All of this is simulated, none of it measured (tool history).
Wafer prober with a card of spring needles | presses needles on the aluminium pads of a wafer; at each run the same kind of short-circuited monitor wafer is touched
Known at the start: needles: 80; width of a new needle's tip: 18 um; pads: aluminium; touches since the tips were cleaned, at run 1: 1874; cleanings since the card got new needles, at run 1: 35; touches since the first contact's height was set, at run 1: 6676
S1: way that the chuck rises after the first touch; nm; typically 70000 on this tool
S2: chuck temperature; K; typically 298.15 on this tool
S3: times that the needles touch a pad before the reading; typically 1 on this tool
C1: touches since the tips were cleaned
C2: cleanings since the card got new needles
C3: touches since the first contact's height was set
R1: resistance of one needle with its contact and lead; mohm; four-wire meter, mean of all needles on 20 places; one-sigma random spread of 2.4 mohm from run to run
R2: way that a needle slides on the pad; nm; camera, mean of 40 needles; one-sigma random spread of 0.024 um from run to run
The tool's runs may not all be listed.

run     day     S1      S2  S3    C1  C2     C3   R1     R2
  1       0  70000  298.15   1  1874  35   6676  282  12760
  2     0.8  70000  298.15   1  5985  35  10787  272  12770
      0.904  -- tips cleaned on abrasive film
  3   2.046  70000  298.15   1  5877  36  17191  282  12770
      2.196  -- tips cleaned on abrasive film
  4   3.171  70000  299.15   1  5018  37  22953  278  12710
      3.496  -- tips cleaned on abrasive film
  5   4.258  70000  298.15   1  3933  38  28550  280  12740
      4.783  -- tips cleaned on abrasive film
  6   5.183  70000  298.15   3  2059  39  33290  274  12730
  7   5.958  70000  298.15   3  6042  39  37273  275  12760
      6.075  -- tips cleaned on abrasive film
  8   6.817  70000  298.15   1  3821  40  41667  278  12780
      7.421  -- tips cleaned on abrasive film
  9   7.508  70000  298.15   1   470  41  45227  275  12760
 10   8.446  66000  340.15   2  5285  41  50042  294  12000
      8.692  -- tips cleaned on abrasive film
 11   9.125  66000  340.15   2  2228  42  53520  295  11960
 12   9.675  63000  298.15   2  5065  42  56357  279  11490
     10.017  -- tips cleaned on abrasive film
 13  10.688  63000  298.15   2  3464  43  61550  281  11440
     11.292  -- tips cleaned on abrasive film
 14  11.662  70000  298.15   1  1900  44  66542  282  12730
 15  12.317  75000  382.15   3  5274  44  69916  305  13660

Entry by entry between the runs, the difference in hidden state between the last listed run before and the first listed run after:
Runs 2 to 3: tips cleaned on abrasive film (day 0.904)
  no hidden state differs between the two runs
Runs 3 to 4: tips cleaned on abrasive film (day 2.196)
  debris on the tips, nm: 0.5 -> 0.4
Runs 4 to 5: tips cleaned on abrasive film (day 3.496)
  no hidden state differs between the two runs
Runs 5 to 6: tips cleaned on abrasive film (day 4.783)
  debris on the tips, nm: 0.4 -> 0.3
Runs 7 to 8: tips cleaned on abrasive film (day 6.075)
  debris on the tips, nm: 0.5 -> 0.4
Runs 8 to 9: tips cleaned on abrasive film (day 7.421)
  debris on the tips, nm: 0.4 -> 0.1; way that the needles fall short of the set height, um: 0 -> 0.01
Runs 10 to 11: tips cleaned on abrasive film (day 8.692)
  debris on the tips, nm: 0.5 -> 0.3
Runs 12 to 13: tips cleaned on abrasive film (day 10.017)
  debris on the tips, nm: 0.5 -> 0.4
Runs 13 to 14: tips cleaned on abrasive film (day 11.292)
  debris on the tips, nm: 0.4 -> 0.2
